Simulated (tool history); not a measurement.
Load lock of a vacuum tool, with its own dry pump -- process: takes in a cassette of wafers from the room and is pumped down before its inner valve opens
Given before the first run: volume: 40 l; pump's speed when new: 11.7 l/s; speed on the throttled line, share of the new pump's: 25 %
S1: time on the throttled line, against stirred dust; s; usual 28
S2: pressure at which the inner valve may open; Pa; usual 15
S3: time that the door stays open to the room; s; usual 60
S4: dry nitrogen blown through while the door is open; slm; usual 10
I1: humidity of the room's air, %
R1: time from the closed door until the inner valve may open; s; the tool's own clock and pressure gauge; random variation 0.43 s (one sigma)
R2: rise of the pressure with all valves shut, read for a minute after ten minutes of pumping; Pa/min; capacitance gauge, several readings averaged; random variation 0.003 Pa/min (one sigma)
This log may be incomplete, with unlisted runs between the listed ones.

run	day	S1	S2	S3	S4	I1	R1	R2
1	0.000	28	15	60	10	48.0	51.6	0.183
2	5.946	28	15	60	39	44.0	52.4	0.181
3	14.542	28	20	60	10	45.5	51.0	0.200
4	21.708	28	15	60	10	46.7	52.0	0.029
5	30.333	28	15	60	10	45.5	51.7	0.028
6	39.271	28	15	60	10	44.5	51.9	0.034
7	44.946	28	15	60	10	44.4	52.2	0.034
8	52.996	28	15	61	10	46.8	52.4	0.039
9	57.721	18	15	60	10	47.7	44.4	0.039
10	64.508	18	15	60	10	44.1	44.7	0.045
11	72.483	18	15	60	10	43.3	45.0	0.046
12	79.508	18	15	60	10	42.3	45.5	0.045
13	88.192	18	15	60	10	44.1	45.0	0.055
14	93.546	28	15	60	10	45.0	52.3	0.052
15	100.912	28	15	60	10	49.3	51.7	0.059
16	106.067	26	15	60	10	45.1	50.6	0.062
17	115.638	26	15	60	10	42.1	51.6	0.064
18	121.992	26	15	60	10	43.5	51.5	0.070
19	128.904	26	15	60	10	41.4	50.7	0.069
20	137.029	28	15	89	10	48.4	52.6	0.084
21	141.612	28	15	89	10	43.8	52.0	0.090
22	151.521	18	15	60	6	45.0	45.3	0.088
23	155.892	26	15	60	6	46.6	51.4	0.097
24	160.612	28	13	58	6	42.0	52.9	0.092
25	167.217	28	22	60	10	44.5	51.3	0.095
26	177.071	28	13	60	10	43.0	53.4	0.103
27	181.242	28	15	70	4	41.4	52.8	0.109
28	188.067	38	16	43	10	45.6	60.9	0.107
29	192.621	28	15	239	24	45.9	53.1	0.146
30	201.483	28	15	239	24	46.3	52.1	0.150
31	208.600	26	28	120	17	46.4	49.7	0.137
32	214.871	26	28	120	17	45.4	49.5	0.142
33	219.308	33	28	60	7	45.4	54.7	0.139
34	224.942	51	25	132	35	44.9	68.3	0.142
35	231.817	28	15	74	5	46.9	53.3	0.158
36	236.367	39	14	144	25	46.9	62.1	0.164
37	241.075	39	14	144	25	45.3	60.9	0.164

Removed from this log: 1 entry logged between the listed runs. Between which two listed runs does each belong, and how does the tool's hidden state at the listed run before it compare with that at the listed run after it?
After run 3, before run 4: door's seal changed, seat wiped (day 15.300)
  pump's speed, % of a new pump's: 97.6 -> 97.4; leak at the door's seal, Pa l/s: 0.1172 -> 0.0034
  measured result minus the result with no hidden state, R1: +0.5 -> +0.6 s; R2: +0.174 -> +0.002 Pa/min

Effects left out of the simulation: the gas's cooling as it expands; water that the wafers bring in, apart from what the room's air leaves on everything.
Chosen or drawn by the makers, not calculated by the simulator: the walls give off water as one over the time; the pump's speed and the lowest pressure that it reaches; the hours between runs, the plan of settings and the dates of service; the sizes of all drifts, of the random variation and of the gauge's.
